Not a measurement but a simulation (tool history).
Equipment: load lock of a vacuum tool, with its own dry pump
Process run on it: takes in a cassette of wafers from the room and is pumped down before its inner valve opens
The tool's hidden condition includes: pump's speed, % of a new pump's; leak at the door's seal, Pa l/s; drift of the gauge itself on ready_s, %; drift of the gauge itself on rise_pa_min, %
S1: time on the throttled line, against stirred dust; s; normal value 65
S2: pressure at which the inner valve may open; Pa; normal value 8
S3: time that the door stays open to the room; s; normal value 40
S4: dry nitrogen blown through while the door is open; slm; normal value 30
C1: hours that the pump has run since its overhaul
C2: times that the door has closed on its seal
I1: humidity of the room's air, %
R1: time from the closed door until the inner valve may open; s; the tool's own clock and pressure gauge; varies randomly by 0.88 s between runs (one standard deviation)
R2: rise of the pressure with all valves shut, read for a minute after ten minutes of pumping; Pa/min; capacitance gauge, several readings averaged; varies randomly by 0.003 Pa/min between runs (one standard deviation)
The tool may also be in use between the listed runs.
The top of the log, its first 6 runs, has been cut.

run 7 hour=862 | S1=65 S2=8 S3=40 S4=41 | C1=5020 C2=11482 | I1=47.9 | R1=144.9 R2=0.216
run 8 hour=941.2 | S1=65 S2=8 S3=40 S4=41 | C1=5100 C2=11795 | I1=47.3 | R1=144.9 R2=0.223
run 9 hour=1099.7 | S1=65 S2=8 S3=40 S4=41 | C1=5258 C2=12424 | I1=45.7 | R1=145.2 R2=0.234
run 10 hour=1229.8 | S1=65 S2=8 S3=129 S4=30 | C1=5388 C2=12940 | I1=48.4 | R1=145.8 R2=0.265
run 11 hour=1330.5 | S1=65 S2=8 S3=129 S4=30 | C1=5489 C2=13340 | I1=45.4 | R1=144.2 R2=0.276
run 12 hour=1486.7 | S1=65 S2=8 S3=129 S4=30 | C1=5645 C2=13959 | I1=46 | R1=145.7 R2=0.292
run 13 hour=1580.8 | S1=65 S2=8 S3=129 S4=30 | C1=5739 C2=14332 | I1=47.2 | R1=145.9 R2=0.308
run 14 hour=1725.8 | S1=65 S2=8 S3=129 S4=30 | C1=5884 C2=14907 | I1=43.8 | R1=147.2 R2=0.331
run 15 hour=1797.4 | S1=65 S2=9 S3=129 S4=30 | C1=5956 C2=15191 | I1=43.3 | R1=145.7 R2=0.336
run 16 hour=1945.7 | S1=65 S2=9 S3=129 S4=30 | C1=6104 C2=15780 | I1=46.2 | R1=145.3 R2=0.353
run 17 hour=2016.7 | S1=65 S2=9 S3=234 S4=30 | C1=6175 C2=16061 | I1=45.6 | R1=145.3 R2=0.373
run 18 hour=2167.9 | S1=65 S2=9 S3=234 S4=10 | C1=6326 C2=16661 | I1=46 | R1=144.9 R2=0.408
run 19 hour=2250.7 | S1=65 S2=8 S3=40 S4=30 | C1=6409 C2=16989 | I1=46.4 | R1=146.9 R2=0.392
run 20 hour=2390.6 | S1=65 S2=8 S3=40 S4=36 | C1=6549 C2=17544 | I1=44.2 | R1=148.1 R2=0.396
run 21 hour=2529.2 | S1=65 S2=8 S3=40 S4=36 | C1=6688 C2=18094 | I1=45.2 | R1=146.9 R2=0.422
run 22 hour=2621.6 | S1=65 S2=8 S3=40 S4=36 | C1=6780 C2=18461 | I1=44.3 | R1=147.2 R2=0.441
run 23 hour=2784.1 | S1=65 S2=6 S3=40 S4=36 | C1=6943 C2=19105 | I1=46.2 | R1=149.3 R2=0.451
run 24 hour=2930.9 | S1=65 S2=11 S3=40 S4=7 | C1=7089 C2=19687 | I1=45.3 | R1=144.3 R2=0.501
run 25 hour=3091.1 | S1=112 S2=11 S3=40 S4=43 | C1=7249 C2=20322 | I1=42.3 | R1=179.7 R2=0.505
run 26 hour=3203.8 | S1=65 S2=8 S3=40 S4=4 | C1=7362 C2=20770 | I1=41.9 | R1=147.9 R2=0.534
run 27 hour=3342.8 | S1=65 S2=8 S3=40 S4=4 | C1=7501 C2=21321 | I1=46.2 | R1=149.2 R2=0.564
-- hour=3404.7 door's seal changed, seat wiped
run 28 hour=3436.6 | S1=66 S2=13 S3=166 S4=5 | C1=7593 C2=126 | I1=43.4 | R1=142.7 R2=0.046
run 29 hour=3601.2 | S1=66 S2=12 S3=166 S4=5 | C1=7758 C2=779 | I1=46.8 | R1=144.9 R2=0.052
run 30 hour=3768.7 | S1=112 S2=6 S3=29 S4=5 | C1=7926 C2=1443 | I1=46.1 | R1=188.8 R2=0.037
run 31 hour=3878.2 | S1=65 S2=8 S3=179 S4=30 | C1=8035 C2=1878 | I1=42.8 | R1=150.7 R2=0.041

Run 32 is up next; what results do you expect?
run 32 hour=3952.8 | S1=98 S2=8 S3=29 S4=4 | C1=8110 C2=2173 | I1=45.3 | R1=? R2=?

R1: 172.8 s
R2: 0.042 Pa/min
With no hidden state in the tool, this same run would have given R1 161.7 s, R2 0.023 Pa/min.

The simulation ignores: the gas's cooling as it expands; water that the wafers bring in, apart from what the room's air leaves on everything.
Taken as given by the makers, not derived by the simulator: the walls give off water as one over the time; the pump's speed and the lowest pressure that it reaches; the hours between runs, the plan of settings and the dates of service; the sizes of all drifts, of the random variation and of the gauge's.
